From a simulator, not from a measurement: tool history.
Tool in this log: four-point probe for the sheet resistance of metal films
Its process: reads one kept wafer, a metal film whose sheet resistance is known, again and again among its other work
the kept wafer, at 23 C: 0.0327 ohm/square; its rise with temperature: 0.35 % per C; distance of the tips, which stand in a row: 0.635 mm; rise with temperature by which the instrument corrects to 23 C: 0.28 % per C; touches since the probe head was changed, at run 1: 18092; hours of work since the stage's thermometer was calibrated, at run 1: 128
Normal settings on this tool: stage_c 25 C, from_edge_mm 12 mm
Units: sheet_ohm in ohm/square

run   hour  stage_c  from_edge_mm  touches since the probe head was changed  hours of work since the stage's thermometer was calibrated  sheet_ohm
  1      0       25            12                                     18092                                                         128     0.0329
  2   13.6       25            12                                     18990                                                         138   0.032893
  3   33.7       25            12                                     20311                                                         153   0.032905
  4   47.8       25            12                                     21240                                                         164   0.032903
  5   56.2       26            12                                     21789                                                         171   0.032919
  6   76.3       26            12                                     23115                                                         186   0.032931
  7   93.9       26            12                                     24274                                                         199    0.03294
  8  111.8       26            12                                     25449                                                         213   0.032935
  9  122.6       26            28                                     26160                                                         221    0.03289
 10  131.4       26            28                                     26744                                                         228   0.032904
 11  144.5       25            10                                     27602                                                         238   0.032944
 12    155       25            12                                     28295                                                         246   0.032906
     156.7  -- stage's thermometer calibrated
 13  164.9       25            43                                     28914                                                           6   0.032889
 14  174.1       25            12                                     29518                                                          13   0.032919
 15  188.3       25            12                                     30455                                                          24   0.032927
     200.9  -- stage's thermometer calibrated, once more
 16  208.8       22            12                                     31771                                                           6   0.032852
 17  228.8       29            12                                     33084                                                          21   0.033008
 18  248.1       25            12                                     34354                                                          36   0.032921
 19  267.2       25            12                                     35612                                                          51   0.032924
 20  282.5       25             7                                     36620                                                          62   0.033026
 21  296.9       25             7                                     37567                                                          73   0.033024
 22  306.7       25             7                                     38216                                                          81   0.033031
 23  322.3       25             7                                     39242                                                          93   0.033039
 24  340.1       25             7                                     40410                                                         106   0.033029
 25  358.1       25             7                                     41600                                                         120   0.033036
 26  374.8       21            18                                     42694                                                         133   0.032829
 27  392.9       19            14                                     43891                                                         147   0.032792
 28  401.3       22            10                                     44438                                                         153   0.032907
 29  419.5       22            10                                     45640                                                         167   0.032889
 30  436.4       32            71                                     46751                                                         180   0.033058
 31    447       22             4                                     47448                                                         188   0.033265
 32  455.7       27            47                                     48023                                                         195   0.032954
 33  467.2       27            47                                     48781                                                         204   0.032953
 34  483.3       23            13                                     49837                                                         216    0.03289
 35  491.7       21             4                                     50390                                                         222   0.033245
 36  511.8       21             4                                     51717                                                         238   0.033261
 37  531.1       21             4                                     52987                                                         252   0.033255
 38  541.7       34            13                                     53681                                                         260    0.03317
 39  559.5       28             7                                     54853                                                         274    0.03313
 40  570.8       26            32                                     55598                                                         283   0.032942
 41  582.9       35            16                                     56397                                                         292   0.033178
 42  592.1       32            14                                     57002                                                         299   0.033117
 43  603.5       24            26                                     57753                                                         308   0.032903
 44  619.3       24            26                                     58791                                                         320   0.032915
 45  634.6       24             4                                     59796                                                         331   0.033343

Each row is a separate what-if for the run after 45, all from the same tool condition, not one after another. Results?
  A  650.5       24            71                                     60844                                                         344          ?
  B  650.5       35            18                                     60844                                                         344          ?
  C  650.5       23            11                                     60844                                                         344          ?
  D  650.5       33             6                                     60844                                                         344          ?

run  sheet_ohm
  A     0.0329
  B   0.033179
  C   0.032926
  D   0.033315
Without the tool's unlogged condition, the same runs would have read:
run  sheet_ohm
  A   0.032724
  B   0.033002
  C    0.03275
  D   0.033138
